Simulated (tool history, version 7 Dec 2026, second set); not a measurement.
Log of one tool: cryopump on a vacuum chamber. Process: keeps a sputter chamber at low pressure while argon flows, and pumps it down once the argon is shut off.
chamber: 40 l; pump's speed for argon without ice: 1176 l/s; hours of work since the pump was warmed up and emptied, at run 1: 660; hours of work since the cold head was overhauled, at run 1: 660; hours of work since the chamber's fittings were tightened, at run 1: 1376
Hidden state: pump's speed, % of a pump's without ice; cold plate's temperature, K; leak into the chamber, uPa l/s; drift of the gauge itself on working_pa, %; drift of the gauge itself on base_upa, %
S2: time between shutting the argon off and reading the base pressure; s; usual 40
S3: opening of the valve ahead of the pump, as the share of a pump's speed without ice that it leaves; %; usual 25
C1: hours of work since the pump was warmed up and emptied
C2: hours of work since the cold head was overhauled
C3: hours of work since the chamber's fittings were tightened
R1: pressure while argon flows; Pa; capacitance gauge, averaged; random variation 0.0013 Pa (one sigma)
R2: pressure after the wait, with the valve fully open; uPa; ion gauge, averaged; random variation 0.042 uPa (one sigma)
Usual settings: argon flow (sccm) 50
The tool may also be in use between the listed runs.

run 1 hour=0.0 | argon_flow_(sccm)=50 S2=40 S3=25 | C1=660 C2=660 C3=1376 | R1=0.3074 R2=3.31
run 2 hour=67.9 | argon_flow_(sccm)=50 S2=40 S3=25 | C1=699 C2=699 C3=1415 | R1=0.3102 R2=3.29
run 3 hour=124.6 | argon_flow_(sccm)=50 S2=40 S3=25 | C1=731 C2=731 C3=1447 | R1=0.3142 R2=3.49
run 4 hour=196.5 | argon_flow_(sccm)=50 S2=40 S3=25 | C1=772 C2=772 C3=1488 | R1=0.3144 R2=3.46
run 5 hour=245.7 | argon_flow_(sccm)=50 S2=40 S3=25 | C1=800 C2=800 C3=1516 | R1=0.3169 R2=3.68
run 6 hour=313.7 | argon_flow_(sccm)=50 S2=40 S3=25 | C1=839 C2=839 C3=1555 | R1=0.3150 R2=3.59
-- hour=354.9 pump warmed up, emptied and cooled again
run 7 hour=371.3 | argon_flow_(sccm)=50 S2=40 S3=25 | C1=9 C2=869 C3=1585 | R1=0.2895 R2=3.29
run 8 hour=413.6 | argon_flow_(sccm)=50 S2=40 S3=25 | C1=33 C2=893 C3=1609 | R1=0.2902 R2=3.23
run 9 hour=477.4 | argon_flow_(sccm)=50 S2=40 S3=25 | C1=70 C2=930 C3=1646 | R1=0.2900 R2=3.27
run 10 hour=511.2 | argon_flow_(sccm)=50 S2=40 S3=25 | C1=89 C2=949 C3=1665 | R1=0.2893 R2=3.27
run 11 hour=562.0 | argon_flow_(sccm)=79 S2=297 S3=25 | C1=118 C2=978 C3=1694 | R1=0.4632 R2=1.39
run 12 hour=612.2 | argon_flow_(sccm)=79 S2=297 S3=25 | C1=147 C2=1007 C3=1723 | R1=0.4599 R2=1.45
run 13 hour=663.5 | argon_flow_(sccm)=79 S2=99 S3=21 | C1=176 C2=1036 C3=1752 | R1=0.5511 R2=2.02
run 14 hour=712.8 | argon_flow_(sccm)=41 S2=85 S3=21 | C1=204 C2=1064 C3=1780 | R1=0.2844 R2=2.22
run 15 hour=750.4 | argon_flow_(sccm)=41 S2=150 S3=16 | C1=225 C2=1085 C3=1801 | R1=0.3750 R2=1.76
run 16 hour=815.4 | argon_flow_(sccm)=39 S2=166 S3=16 | C1=263 C2=1122 C3=1838 | R1=0.3556 R2=1.71
run 17 hour=872.4 | argon_flow_(sccm)=39 S2=166 S3=16 | C1=295 C2=1155 C3=1871 | R1=0.3599 R2=1.75
run 18 hour=907.8 | argon_flow_(sccm)=41 S2=89 S3=26 | C1=315 C2=1175 C3=1891 | R1=0.2341 R2=2.26
run 19 hour=944.2 | argon_flow_(sccm)=23 S2=24 S3=25 | C1=336 C2=1196 C3=1912 | R1=0.1361 R2=4.99

Forecast each of these 3 alternatives for the next run:
run A hour=1012.8 | argon_flow_(sccm)=50 S2=84 S3=44 | C1=375 C2=1235 C3=1951 | R1=? R2=?
run B hour=1012.8 | argon_flow_(sccm)=50 S2=25 S3=24 | C1=375 C2=1235 C3=1951 | R1=? R2=?
run C hour=1012.8 | argon_flow_(sccm)=51 S2=74 S3=19 | C1=375 C2=1235 C3=1951 | R1=? R2=?

run=A R1=0.1738 R2=2.33
run=B R1=0.3092 R2=4.93
run=C R1=0.3951 R2=2.57
Without the tool's hidden state the same runs would have given:
run=A R1=0.1628 R2=1.26
run=B R1=0.2982 R2=3.84
run=C R1=0.3839 R2=1.48
